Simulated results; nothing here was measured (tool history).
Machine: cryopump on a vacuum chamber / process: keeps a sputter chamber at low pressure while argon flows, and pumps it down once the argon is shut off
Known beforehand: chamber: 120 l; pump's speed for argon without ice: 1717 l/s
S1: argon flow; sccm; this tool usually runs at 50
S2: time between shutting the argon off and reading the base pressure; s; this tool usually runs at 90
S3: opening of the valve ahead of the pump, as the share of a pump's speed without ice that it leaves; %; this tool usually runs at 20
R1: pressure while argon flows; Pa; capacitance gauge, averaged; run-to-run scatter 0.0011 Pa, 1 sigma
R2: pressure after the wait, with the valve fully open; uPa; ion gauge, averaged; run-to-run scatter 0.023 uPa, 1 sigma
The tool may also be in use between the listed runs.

run,hour,S1,S2,S3,R1,R2
1,0,50,90,20,0.2538,1.65
2,16.7,50,90,20,0.2551,1.69
3,50.4,50,90,20,0.2547,1.75
4,72.9,31,90,20,0.158,1.8
# hour 79.4: pump warmed up, emptied and cooled again
5,101.2,31,90,20,0.1532,1.56
6,129.4,50,90,20,0.2472,1.59
7,159.6,50,90,20,0.2467,1.53
8,185.3,50,90,20,0.2468,1.6
9,211.9,50,90,20,0.2487,1.61
10,237.4,50,90,20,0.249,1.54
11,262.2,50,289,20,0.2492,1.21
12,294.7,79,289,20,0.3909,1.23
13,317.1,79,289,45,0.1767,1.22
14,334.5,99,289,45,0.2205,1.23
15,359.6,38,69,27,0.142,1.8
16,386.3,50,39,20,0.2493,2.42
17,414.3,50,39,20,0.2494,2.42
18,447.5,25,90,20,0.1252,1.74
19,467,25,90,20,0.1254,1.74
20,499.1,25,90,20,0.1243,1.75
21,514.9,25,90,20,0.125,1.72

Expected results for the next run?
22,544.9,22,90,16,?,?

{"run 22": {"R1": 0.138, "R2": 1.74}}
Without the tool's hidden state the same run would have given R1 0.136 Pa, R2 0.76 uPa.
